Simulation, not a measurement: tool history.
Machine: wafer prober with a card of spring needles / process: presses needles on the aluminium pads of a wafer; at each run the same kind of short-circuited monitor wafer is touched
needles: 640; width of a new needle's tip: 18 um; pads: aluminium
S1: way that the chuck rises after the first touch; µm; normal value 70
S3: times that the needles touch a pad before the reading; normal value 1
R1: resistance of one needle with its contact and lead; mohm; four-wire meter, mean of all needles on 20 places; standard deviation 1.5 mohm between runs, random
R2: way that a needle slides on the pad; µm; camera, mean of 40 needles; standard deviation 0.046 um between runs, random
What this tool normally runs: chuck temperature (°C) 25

{"run": 1, "hour": 0.0, "S1": 70, "chuck temperature (°C)": 25, "S3": 1, "R1": 263, "R2": 18.88}
{"hour": 4.1, "done": "tips cleaned on abrasive film"}
{"run": 2, "hour": 16.5, "S1": 70, "chuck temperature (°C)": 25, "S3": 1, "R1": 269, "R2": 18.86}
{"hour": 17.6, "done": "tips cleaned on abrasive film"}
{"run": 3, "hour": 28.0, "S1": 70, "chuck temperature (°C)": 25, "S3": 1, "R1": 258, "R2": 18.78}
{"hour": 31.4, "done": "tips cleaned on abrasive film"}
{"run": 4, "hour": 40.9, "S1": 70, "chuck temperature (°C)": 25, "S3": 1, "R1": 258, "R2": 18.8}
{"hour": 45.2, "done": "tips cleaned on abrasive film"}
{"run": 5, "hour": 52.4, "S1": 77, "chuck temperature (°C)": 25, "S3": 1, "R1": 228, "R2": 20.77}
{"hour": 59.3, "done": "tips cleaned on abrasive film"}
{"hour": 64.0, "done": "height of the first contact set anew"}
{"run": 6, "hour": 64.0, "S1": 70, "chuck temperature (°C)": 71, "S3": 1, "R1": 230, "R2": 18.51}
{"run": 7, "hour": 72.2, "S1": 70, "chuck temperature (°C)": 71, "S3": 1, "R1": 281, "R2": 18.58}
{"hour": 73.9, "done": "tips cleaned on abrasive film"}
{"run": 8, "hour": 83.3, "S1": 70, "chuck temperature (°C)": 71, "S3": 1, "R1": 268, "R2": 18.61}
{"hour": 88.2, "done": "tips cleaned on abrasive film"}
{"hour": 93.3, "done": "height of the first contact set anew, once more"}
{"run": 9, "hour": 96.7, "S1": 70, "chuck temperature (°C)": 71, "S3": 1, "R1": 258, "R2": 19.03}
{"hour": 103.2, "done": "tips cleaned on abrasive film"}
{"run": 10, "hour": 106.0, "S1": 70, "chuck temperature (°C)": 25, "S3": 1, "R1": 204, "R2": 19.12}
{"hour": 116.5, "done": "tips cleaned on abrasive film"}
{"run": 11, "hour": 116.5, "S1": 70, "chuck temperature (°C)": 25, "S3": 1, "R1": 157, "R2": 18.97}
{"run": 12, "hour": 128.0, "S1": 70, "chuck temperature (°C)": 25, "S3": 1, "R1": 269, "R2": 19.07}
{"hour": 130.5, "done": "tips cleaned on abrasive film"}
{"run": 13, "hour": 141.7, "S1": 70, "chuck temperature (°C)": 113, "S3": 1, "R1": 271, "R2": 18.95}
{"hour": 145.1, "done": "tips cleaned on abrasive film"}
{"run": 14, "hour": 153.9, "S1": 70, "chuck temperature (°C)": 38, "S3": 1, "R1": 259, "R2": 18.99}
{"hour": 158.6, "done": "tips cleaned on abrasive film"}
{"run": 15, "hour": 160.8, "S1": 70, "chuck temperature (°C)": 38, "S3": 1, "R1": 192, "R2": 18.99}
{"run": 16, "hour": 169.1, "S1": 70, "chuck temperature (°C)": 38, "S3": 1, "R1": 269, "R2": 18.91}
{"hour": 172.1, "done": "tips cleaned on abrasive film"}
{"run": 17, "hour": 178.3, "S1": 70, "chuck temperature (°C)": 38, "S3": 1, "R1": 241, "R2": 18.91}
{"hour": 186.3, "done": "tips cleaned on abrasive film"}
{"run": 18, "hour": 189.4, "S1": 76, "chuck temperature (°C)": 38, "S3": 1, "R1": 194, "R2": 20.58}
{"hour": 199.8, "done": "tips cleaned on abrasive film"}
{"run": 19, "hour": 199.9, "S1": 85, "chuck temperature (°C)": 31, "S3": 1, "R1": 157, "R2": 22.96}
{"hour": 214.1, "done": "tips cleaned on abrasive film"}
{"run": 20, "hour": 215.7, "S1": 52, "chuck temperature (°C)": 25, "S3": 2, "R1": 191, "R2": 13.96}
{"hour": 227.4, "done": "tips cleaned on abrasive film"}
{"run": 21, "hour": 230.5, "S1": 52, "chuck temperature (°C)": 25, "S3": 2, "R1": 220, "R2": 13.89}
{"hour": 241.7, "done": "tips cleaned on abrasive film"}
{"run": 22, "hour": 244.5, "S1": 82, "chuck temperature (°C)": 57, "S3": 1, "R1": 193, "R2": 22.06}
{"hour": 250.5, "done": "height of the first contact set anew"}
{"run": 23, "hour": 252.7, "S1": 54, "chuck temperature (°C)": 47, "S3": 1, "R1": 353, "R2": 14.77}
{"hour": 256.3, "done": "tips cleaned on abrasive film"}
{"run": 24, "hour": 267.5, "S1": 72, "chuck temperature (°C)": 25, "S3": 2, "R1": 214, "R2": 19.58}
{"hour": 270.0, "done": "tips cleaned on abrasive film"}
{"hour": 284.3, "done": "tips cleaned on abrasive film"}
{"run": 25, "hour": 284.7, "S1": 72, "chuck temperature (°C)": 25, "S3": 2, "R1": 155, "R2": 19.56}
{"run": 26, "hour": 296.9, "S1": 55, "chuck temperature (°C)": 123, "S3": 1, "R1": 346, "R2": 14.91}
{"hour": 297.8, "done": "tips cleaned on abrasive film"}
{"run": 27, "hour": 305.0, "S1": 55, "chuck temperature (°C)": 123, "S3": 1, "R1": 322, "R2": 14.94}
{"hour": 311.3, "done": "tips cleaned on abrasive film"}
{"run": 28, "hour": 314.9, "S1": 69, "chuck temperature (°C)": 34, "S3": 1, "R1": 224, "R2": 18.7}
{"hour": 325.2, "done": "tips cleaned on abrasive film"}
{"run": 29, "hour": 325.3, "S1": 71, "chuck temperature (°C)": 36, "S3": 3, "R1": 152, "R2": 19.21}
{"hour": 339.5, "done": "tips cleaned on abrasive film"}
{"run": 30, "hour": 342.1, "S1": 70, "chuck temperature (°C)": 30, "S3": 1, "R1": 205, "R2": 19.01}
{"hour": 352.9, "done": "tips cleaned on abrasive film"}
{"run": 31, "hour": 353.1, "S1": 85, "chuck temperature (°C)": 69, "S3": 2, "R1": 154, "R2": 22.89}
{"hour": 366.3, "done": "tips cleaned on abrasive film"}
{"run": 32, "hour": 366.3, "S1": 85, "chuck temperature (°C)": 119, "S3": 2, "R1": 161, "R2": 22.93}
{"run": 33, "hour": 375.0, "S1": 85, "chuck temperature (°C)": 119, "S3": 2, "R1": 202, "R2": 22.91}
{"hour": 380.5, "done": "tips cleaned on abrasive film"}
{"run": 34, "hour": 389.9, "S1": 85, "chuck temperature (°C)": 119, "S3": 2, "R1": 206, "R2": 22.92}

Below are 3 alternative next runs, each starting from the tool's condition after run 34. Predict each:
{"hour": 394.6, "done": "tips cleaned on abrasive film"}
{"run": "A", "hour": 403.8, "S1": 55, "chuck temperature (°C)": 34, "S3": 2, "R1": "?", "R2": "?"}
{"hour": 394.6, "done": "tips cleaned on abrasive film"}
{"run": "B", "hour": 403.8, "S1": 65, "chuck temperature (°C)": 70, "S3": 2, "R1": "?", "R2": "?"}
{"hour": 394.6, "done": "tips cleaned on abrasive film"}
{"run": "C", "hour": 403.8, "S1": 81, "chuck temperature (°C)": 95, "S3": 1, "R1": "?", "R2": "?"}

run=A R1=267 R2=14.69
run=B R1=234 R2=17.4
run=C R1=240 R2=21.77
The same runs, with their run-to-run variation unchanged, on a tool lacking any hidden condition would have given:
run=A R1=148 R2=15.02
run=B R1=151 R2=17.73
run=C R1=153 R2=22.1

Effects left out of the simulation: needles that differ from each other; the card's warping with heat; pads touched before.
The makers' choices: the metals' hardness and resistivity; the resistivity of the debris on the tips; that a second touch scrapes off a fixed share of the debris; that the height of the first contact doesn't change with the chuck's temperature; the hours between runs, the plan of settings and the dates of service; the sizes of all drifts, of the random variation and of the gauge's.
